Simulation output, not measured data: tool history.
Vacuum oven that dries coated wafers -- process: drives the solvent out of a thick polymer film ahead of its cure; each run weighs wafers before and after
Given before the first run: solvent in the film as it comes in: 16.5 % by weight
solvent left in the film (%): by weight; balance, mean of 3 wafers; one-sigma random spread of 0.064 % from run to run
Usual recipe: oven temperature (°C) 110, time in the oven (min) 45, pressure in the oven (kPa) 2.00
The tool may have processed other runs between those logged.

run,day,oven temperature (°C),time in the oven (min),pressure in the oven (kPa),solvent left in the film (%)
1,0.000,110,45,2.00,4.85
2,1.112,110,45,2.00,4.84
3,2.929,110,45,2.00,4.93
# day 3.829: oven's thermocouples calibrated
4,4.483,110,45,2.00,4.16
5,6.838,108,45,2.00,4.87
6,9.042,108,47,2.00,4.69
7,11.096,108,47,2.00,4.70
8,13.233,106,25,2.00,7.96
9,15.479,106,45,2.00,5.56
10,17.221,110,26,4.88,9.17
11,19.608,110,42,1.27,3.82
12,21.942,110,53,1.04,2.83
13,24.421,105,51,2.00,5.59
14,26.421,109,45,2.00,4.84

3 options for the next run, each taken on its own from the tool as it stands now. Forecast them:
A,28.046,110,45,4.88,?
B,28.046,109,45,2.35,?
C,28.046,96,43,2.00,?

run,solvent left in the film (%)
A,7.72
B,5.15
C,9.50
Stripped of hidden state, with their random variation kept, the same runs would have yielded:
run,solvent left in the film (%)
A,7.14
B,4.59
C,8.90

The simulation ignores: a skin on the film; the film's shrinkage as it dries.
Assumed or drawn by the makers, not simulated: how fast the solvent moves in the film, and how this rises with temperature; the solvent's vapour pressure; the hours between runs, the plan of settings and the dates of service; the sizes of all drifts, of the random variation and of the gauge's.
